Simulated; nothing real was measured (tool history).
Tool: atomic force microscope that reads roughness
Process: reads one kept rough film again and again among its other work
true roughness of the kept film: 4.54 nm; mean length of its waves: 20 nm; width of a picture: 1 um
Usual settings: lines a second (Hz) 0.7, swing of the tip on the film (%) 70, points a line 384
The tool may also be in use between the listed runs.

run   hour  lines a second (Hz)  swing of the tip on the film (%)  points a line  roughness of the kept film (nm (root mean square))
  1      0                  0.7                                70            384                                               2.826
  2   11.9                  0.7                                70            384                                               2.475
  3   21.9                  0.7                                70            446                                                2.27
  4   36.9                  0.7                                70            384                                               2.014
  5   51.4                  0.7                                69            384                                               1.794
  6   66.3                  0.7                                70            384                                               1.621
  7   77.7                  0.7                                70            384                                               1.529
  8   86.9                  0.7                                75            384                                               1.443
      89.7  -- new tip fitted
  9   94.1                0.624                                70            384                                               2.881
 10  109.5                0.624                                70            384                                               2.475
 11  118.9                0.624                                70            384                                                2.26
 12  128.1                0.624                                70            384                                               2.126
 13  135.8                0.624                                70            384                                               2.012
     137.9  -- height scale calibrated on a step standard
 14  147.1                 2.01                                56            384                                               1.843
 15  158.1                  0.7                                68            433                                               1.715
 16  167.4                  0.7                                67            336                                               1.618
 17  182.8                  0.7                                88            753                                               1.449
     184.3  -- new tip fitted
     194.5  -- height scale calibrated on a step standard, once more
 18  196.2                3.919                                57            400                                                2.57
 19  207.8                0.605                                57            268                                               2.368
 20  218.7                0.624                                55            517                                               2.212
 21  226.8                0.624                                55            517                                               2.065
 22  237.8                 0.53                                87            517                                                1.87
 23  251.7                3.314                                60            384                                               1.661
 24  258.7                  0.7                                58            929                                               1.684

Measured less the same run without the tool's hidden state. The same run-to-run variation is in both; the gauge's scatter may not be:
The hidden state here: radius of the tip, nm; height scale over the true one, %; drift of the gauge itself on roughness_nm, %.
run  roughness of the kept film (nm (root mean square))
  1                                              -0.196
  2                                              -0.521
  3                                              -0.754
  4                                              -1.008
  5                                              -1.206
  6                                               -1.39
  7                                              -1.493
  8                                              -1.548
  9                                              -0.148
 10                                              -0.555
 11                                              -0.748
 12                                              -0.914
 13                                              -1.016
 14                                              -1.158
 15                                              -1.289
 16                                              -1.392
 17                                              -1.505
 18                                               -0.35
 19                                               -0.63
 20                                              -0.857
 21                                                  -1
 22                                              -1.134
 23                                              -1.253
 24                                              -1.393
